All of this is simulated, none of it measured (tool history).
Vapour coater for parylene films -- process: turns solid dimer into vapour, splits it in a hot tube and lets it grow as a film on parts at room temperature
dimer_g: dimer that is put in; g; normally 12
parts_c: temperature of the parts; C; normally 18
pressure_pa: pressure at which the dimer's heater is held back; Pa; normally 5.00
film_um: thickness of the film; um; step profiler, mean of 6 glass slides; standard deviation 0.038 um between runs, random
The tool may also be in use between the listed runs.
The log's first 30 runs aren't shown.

run    hour  dimer_g  parts_c  pressure_pa  film_um
 31  1563.5       11       11         2.16     4.54
 32  1599.1       12       16         5.00     3.96
 33  1647.1        6       16         9.47     1.85
 34  1708.2        7       11         7.80     2.44
 35  1751.0        9       18         2.45     2.97
 36  1816.5        8       16         5.19     2.47
 37  1877.1        8       16         5.19     2.49
     1936.1  -- trap's valve overhauled
 38  1951.0       12       18         9.04     3.76
 39  1994.2       12       18         9.04     3.67
 40  2068.3        9       18         9.04     2.67
 41  2132.4        9       18         9.04     2.69
 42  2182.3        9       18         9.04     2.62
 43  2247.6        9       18         9.04     2.58
 44  2319.6       16       10         8.13     5.56
 45  2379.1       16       10         8.13     5.47
 46  2430.4       17       11         2.99     6.23
     2465.8  -- trap's valve overhauled
 47  2482.7       10       19         6.98     3.10

Branching from run 47: 3 alternative next runs. What would each branch give?
  A  2542.9        9       21         4.24        ?
  B  2542.9       12       12         5.00        ?
  C  2542.9        6       18         3.03        ?

run  film_um
  A     2.82
  B     4.46
  C     2.09
With the hidden condition removed and each run's random variation left untouched, the same runs would have given:
run  film_um
  A     2.88
  B     4.55
  C     2.13

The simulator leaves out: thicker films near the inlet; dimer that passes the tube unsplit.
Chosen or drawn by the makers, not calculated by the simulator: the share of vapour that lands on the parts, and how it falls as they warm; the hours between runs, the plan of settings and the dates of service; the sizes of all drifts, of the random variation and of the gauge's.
